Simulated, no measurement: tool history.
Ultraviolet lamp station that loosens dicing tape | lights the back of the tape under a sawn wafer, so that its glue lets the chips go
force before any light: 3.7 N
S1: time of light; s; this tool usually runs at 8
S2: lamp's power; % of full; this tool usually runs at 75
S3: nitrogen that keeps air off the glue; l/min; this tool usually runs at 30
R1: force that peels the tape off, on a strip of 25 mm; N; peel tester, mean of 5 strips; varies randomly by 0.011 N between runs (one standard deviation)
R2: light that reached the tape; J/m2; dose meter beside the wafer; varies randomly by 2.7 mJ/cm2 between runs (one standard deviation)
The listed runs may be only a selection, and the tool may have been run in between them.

run,hour,S1,S2,S3,R1,R2
1,0,8,75,30,0.748,2900
2,38.2,4,75,30,1.571,1420
3,68.1,4,82,30,1.539,1560
# hour 76.1: window cleaned of glue's vapour
4,103.6,4,82,30,1.504,1570
5,134.8,8,89,30,0.548,3370
6,186.6,8,89,30,0.571,3360
7,227.3,9,75,30,0.627,3080
8,252.2,9,75,30,0.648,3090
9,276.5,9,75,30,0.647,3110
10,325.6,9,75,30,0.682,3000
11,349.6,8,82,30,0.689,2890
12,375.3,8,82,30,0.722,2880
13,414,8,92,30,0.634,3090
14,464.2,8,75,30,0.853,2530
15,488.1,8,75,35,0.839,2500
16,524.6,8,75,35,0.827,2470
17,561.4,8,75,35,0.89,2440
18,587.4,11,75,31,0.571,3290
19,634.1,4,75,19,1.979,1200
# hour 648.3: lamp changed
# hour 669.1: window cleaned of glue's vapour
20,674.8,7,96,15,0.602,3960
21,712.3,14,64,22,0.285,5360
22,756.4,4,64,36,1.487,1480
23,793.4,12,96,30,0.167,6590
24,841.9,7,82,9,1.007,3230
25,874.9,12,79,30,0.241,5230
26,897.4,7,71,13,1.036,2720
27,940.8,5,74,19,1.357,2010
28,986.6,5,74,19,1.316,2010
29,1038.8,5,95,19,1.058,2480
30,1064.7,13,97,30,0.166,6570
31,1111.4,9,75,17,0.719,3500
32,1160.7,4,75,27,1.628,1490
33,1199.9,6,69,32,1.077,2050
34,1232.6,12,76,30,0.34,4570

Measured minus without-hidden-state, run by run (identical run-to-run variation in each term; gauge scatter may differ):
What the log doesn't record here: lamp's light, % of a new lamp's; light that the window lets through, % of a clean one's; drift of the gauge itself on peel_n, %; drift of the gauge itself on dose_mj_cm2, %.
run,R1,R2
1,+0.244,-790
2,+0.328,-410
3,+0.358,-470
4,+0.326,-430
5,+0.201,-970
6,+0.221,-1040
7,+0.247,-1030
8,+0.261,-1060
9,+0.267,-1100
10,+0.29,-1140
11,+0.298,-1130
12,+0.321,-1180
13,+0.304,-1350
14,+0.385,-1160
15,+0.391,-1180
16,+0.397,-1230
17,+0.435,-1280
18,+0.314,-1780
19,+0.572,-670
20,+0.033,-140
21,+0.025,-250
22,+0.079,-90
23,+0.016,-490
24,+0.107,-290
25,+0.04,-540
26,+0.128,-300
27,+0.162,-260
28,+0.177,-290
29,+0.192,-410
30,+0.032,-1150
31,+0.181,-670
32,+0.269,-320
33,+0.252,-480
34,+0.115,-1110

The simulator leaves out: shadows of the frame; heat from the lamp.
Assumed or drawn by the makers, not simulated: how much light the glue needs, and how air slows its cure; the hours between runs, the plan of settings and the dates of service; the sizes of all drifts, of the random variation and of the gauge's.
